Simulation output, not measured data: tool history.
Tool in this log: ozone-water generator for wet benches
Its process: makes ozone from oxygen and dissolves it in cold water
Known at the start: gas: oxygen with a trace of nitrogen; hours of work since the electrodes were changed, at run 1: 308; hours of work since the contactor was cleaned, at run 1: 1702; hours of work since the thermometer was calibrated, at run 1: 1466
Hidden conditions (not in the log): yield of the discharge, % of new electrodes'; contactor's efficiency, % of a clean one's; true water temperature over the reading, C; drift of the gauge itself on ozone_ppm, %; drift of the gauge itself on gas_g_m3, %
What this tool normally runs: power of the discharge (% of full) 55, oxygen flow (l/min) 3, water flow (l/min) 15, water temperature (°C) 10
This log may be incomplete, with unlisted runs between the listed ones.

| run | hour | power of the discharge (% of full) | oxygen flow (l/min) | water flow (l/min) | water temperature (°C) | hours of work since the electrodes were changed | hours of work since the contactor was cleaned | hours of work since the thermometer was calibrated | dissolved ozone (ppm) | ozone in the gas ahead of the water (g/m3) |
|---|---|---|---|---|---|---|---|---|---|---|
| 1 | 0 | 55 | 3 | 15 | 10 | 308 | 1702 | 1466 | 13.7 | 138.2 |
| 2 | 19.3 | 55 | 3 | 15 | 10 | 327 | 1721 | 1486 | 13.7 | 137.1 |
| 3 | 54.5 | 55 | 3 | 10 | 10 | 362 | 1756 | 1520 | 20.1 | 138.2 |
| 4 | 87 | 55 | 3 | 10 | 10 | 394 | 1788 | 1553 | 19.9 | 137.5 |
| 5 | 102.6 | 55 | 3 | 22 | 10 | 410 | 1803 | 1568 | 8.7 | 137.3 |
| 6 | 130.3 | 55 | 3 | 22 | 10 | 437 | 1831 | 1595 | 8.8 | 138.2 |
| 7 | 154.1 | 55 | 3 | 15 | 10 | 461 | 1854 | 1619 | 13.7 | 138.7 |
| 8 | 178.2 | 55 | 3 | 10 | 10 | 484 | 1878 | 1643 | 20.1 | 138.6 |
| 9 | 206.8 | 55 | 3 | 10 | 10 | 513 | 1906 | 1671 | 19.8 | 135.8 |
| 10 | 225.1 | 55 | 3 | 15 | 10 | 531 | 1924 | 1689 | 13.5 | 136.7 |
| 11 | 251.6 | 55 | 3 | 15 | 10 | 557 | 1951 | 1715 | 13.3 | 136.5 |
| 12 | 277.6 | 55 | 3 | 15 | 10 | 583 | 1977 | 1741 | 13.6 | 137.8 |
| 13 | 296.6 | 55 | 3 | 15 | 16 | 602 | 1995 | 1760 | 12.7 | 138 |
| 14 | 327.9 | 47 | 3 | 15 | 10 | 633 | 2026 | 1791 | 12.2 | 124 |
| 15 | 343.8 | 55 | 2.32 | 15 | 10 | 648 | 2042 | 1807 | 13 | 158 |
| 16 | 373.5 | 55 | 1.58 | 15 | 10 | 678 | 2071 | 1836 | 12 | 194.5 |
| 17 | 391.8 | 61 | 1.58 | 12 | 10 | 696 | 2089 | 1854 | 16.4 | 207.9 |
| 18 | 409.1 | 78 | 1.52 | 10 | 10 | 713 | 2107 | 1871 | 22.8 | 244.4 |
| 19 | 436.1 | 55 | 1.62 | 15 | 15 | 740 | 2133 | 1898 | 11.6 | 192.1 |
| 20 | 463.6 | 55 | 3 | 18 | 17 | 767 | 2161 | 1925 | 10.5 | 137.2 |
| 21 | 485.3 | 84 | 2 | 18 | 11 | 788 | 2182 | 1947 | 13.1 | 222.5 |
| 22 | 516.6 | 84 | 2 | 18 | 11 | 819 | 2213 | 1978 | 13.2 | 220 |
| 23 | 541.6 | 81 | 2.42 | 18 | 10 | 844 | 2238 | 2002 | 13.5 | 194.6 |
| 24 | 567.4 | 81 | 2.42 | 18 | 10 | 870 | 2263 | 2028 | 13.3 | 193 |
| 25 | 584.9 | 54 | 5.15 | 18 | 9 | 887 | 2281 | 2045 | 11.4 | 99.1 |
| 26 | 603 | 54 | 5.15 | 18 | 9 | 905 | 2299 | 2063 | 11.5 | 99.4 |
| 27 | 622.4 | 54 | 4.81 | 17 | 9 | 924 | 2318 | 2082 | 12.4 | 104 |
| 28 | 656 | 75 | 3 | 15 | 9 | 957 | 2351 | 2116 | 16.3 | 164.4 |
| 29 | 672.8 | 75 | 3 | 15 | 9 | 974 | 2368 | 2132 | 16.4 | 164.3 |
| 30 | 700.2 | 48 | 3 | 15 | 10 | 1001 | 2395 | 2159 | 12.2 | 125.4 |
| 31 | 720 | 70 | 3 | 10 | 8 | 1021 | 2414 | 2179 | 23.3 | 156.6 |
| 32 | 755 | 58 | 3.56 | 15 | 10 | 1055 | 2449 | 2214 | 14.1 | 128.3 |

5 options for the next run, each taken on its own from the tool as it stands now. Forecast them:
| A | 780 | 58 | 3.56 | 15 | 6 | 1080 | 2474 | 2238 | ? | ? |
| B | 780 | 58 | 2.84 | 15 | 10 | 1080 | 2474 | 2238 | ? | ? |
| C | 780 | 69 | 3 | 15 | 10 | 1080 | 2474 | 2238 | ? | ? |
| D | 780 | 58 | 3.68 | 15 | 10 | 1080 | 2474 | 2238 | ? | ? |
| E | 780 | 55 | 1.84 | 15 | 7 | 1080 | 2474 | 2238 | ? | ? |

| run | dissolved ozone (ppm) | ozone in the gas ahead of the water (g/m3) |
|---|---|---|
| A | 14.8 | 127.4 |
| B | 13.5 | 144.5 |
| C | 15.2 | 155.2 |
| D | 14.2 | 125.8 |
| E | 12.6 | 177.2 |
Stripped of hidden state, with their random variation kept, the same runs would have yielded:
| run | dissolved ozone (ppm) | ozone in the gas ahead of the water (g/m3) |
|---|---|---|
| A | 15.7 | 130.7 |
| B | 14.3 | 148.2 |
| C | 16.2 | 159.7 |
| D | 15 | 129.1 |
| E | 13.4 | 181.6 |
